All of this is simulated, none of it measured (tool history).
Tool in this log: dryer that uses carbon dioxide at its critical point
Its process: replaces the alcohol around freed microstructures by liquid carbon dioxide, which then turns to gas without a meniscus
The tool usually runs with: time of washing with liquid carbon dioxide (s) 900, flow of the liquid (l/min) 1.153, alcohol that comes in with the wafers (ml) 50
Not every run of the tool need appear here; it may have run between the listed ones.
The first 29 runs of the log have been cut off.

run	hour	time of washing with liquid carbon dioxide (s)	flow of the liquid (l/min)	alcohol that comes in with the wafers (ml)	hours of work since the filter was changed	hours of work since the purifier's bed was changed	alcohol left in the vessel before it's heated (ppm by volume)
# hour 926.3: inlet filter changed
30	926.3	1140	1.36	50	0	474	193
31	965.2	1140	1.36	50	28	503	208
32	1011.5	720	0.82	21	62	537	423
33	1032.6	600	1.61	29	78	552	253
34	1054.9	1200	0.75	115	94	569	394
35	1076.9	900	1.153	97	110	585	299
36	1105.3	1080	1.153	36	131	605	262
37	1130	600	0.82	23	149	623	772
38	1160	600	0.82	23	171	645	818
39	1185.1	600	0.82	23	189	664	848
40	1233	660	0.82	23	224	699	753
# hour 1266: purifier's bed changed
# hour 1271.6: inlet filter changed
41	1284.4	660	0.82	23	9	13	272
42	1326.8	1020	1.02	102	40	44	69

3 ways to go on from here, each from the tool as it stands after run 42. What would each give?
A	1369.1	1200	1.153	118	71	75	?
B	1369.1	1260	1.19	27	71	75	?
C	1369.1	1200	1.68	48	71	75	?

run	alcohol left in the vessel before it's heated (ppm by volume)
A	42
B	35
C	46
What these runs would have given with no unlogged condition in the tool:
run	alcohol left in the vessel before it's heated (ppm by volume)
A	9
B	5
C	17
